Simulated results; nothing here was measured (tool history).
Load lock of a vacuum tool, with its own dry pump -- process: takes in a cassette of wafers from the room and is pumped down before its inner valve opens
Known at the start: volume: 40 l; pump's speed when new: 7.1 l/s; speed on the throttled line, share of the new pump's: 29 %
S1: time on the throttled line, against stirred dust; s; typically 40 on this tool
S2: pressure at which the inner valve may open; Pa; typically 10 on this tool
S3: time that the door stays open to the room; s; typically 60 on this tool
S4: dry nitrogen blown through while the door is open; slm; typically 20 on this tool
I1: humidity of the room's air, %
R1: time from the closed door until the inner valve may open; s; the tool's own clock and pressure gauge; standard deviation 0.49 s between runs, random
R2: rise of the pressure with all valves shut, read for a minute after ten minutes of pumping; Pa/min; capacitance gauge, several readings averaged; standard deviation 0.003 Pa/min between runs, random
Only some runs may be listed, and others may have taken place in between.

run     day  S1  S2   S3  S4    I1    R1     R2
  1   0.000  40  10   60  20  45.1  80.8  0.054
  2   2.771  48  10   60  20  44.2  86.4  0.051
  3   7.612  48  10   60  20  44.6  86.9  0.053
  4  12.804  48  10   60  20  45.3  87.5  0.056
  5  18.488  48  10   60  20  44.2  87.4  0.050
  6  21.746  40  10   60  20  45.7  80.2  0.058
  7  27.183  46   8   51   8  42.4  86.3  0.064
  8  30.421  46   9   51   8  49.2  86.7  0.072
  9  35.488  46   9   51   8  38.6  85.3  0.055
 10  40.100  22   9  231  37  46.9  69.0  0.068
 11  43.388  40  10   89  20  48.4  81.2  0.068

Each run again, without the hidden state but with its own random variation kept:
The tool's hidden condition here consists of: pump's speed, % of a new pump's; leak at the door's seal, Pa l/s; drift of the gauge itself on ready_s, %; drift of the gauge itself on rise_pa_min, %.
run     R2
  1  0.052
  2  0.048
  3  0.050
  4  0.053
  5  0.047
  6  0.055
  7  0.061
  8  0.069
  9  0.052
 10  0.065
 11  0.065
For R1, the value without the hidden state is never more than 0.1 s from the measured value.
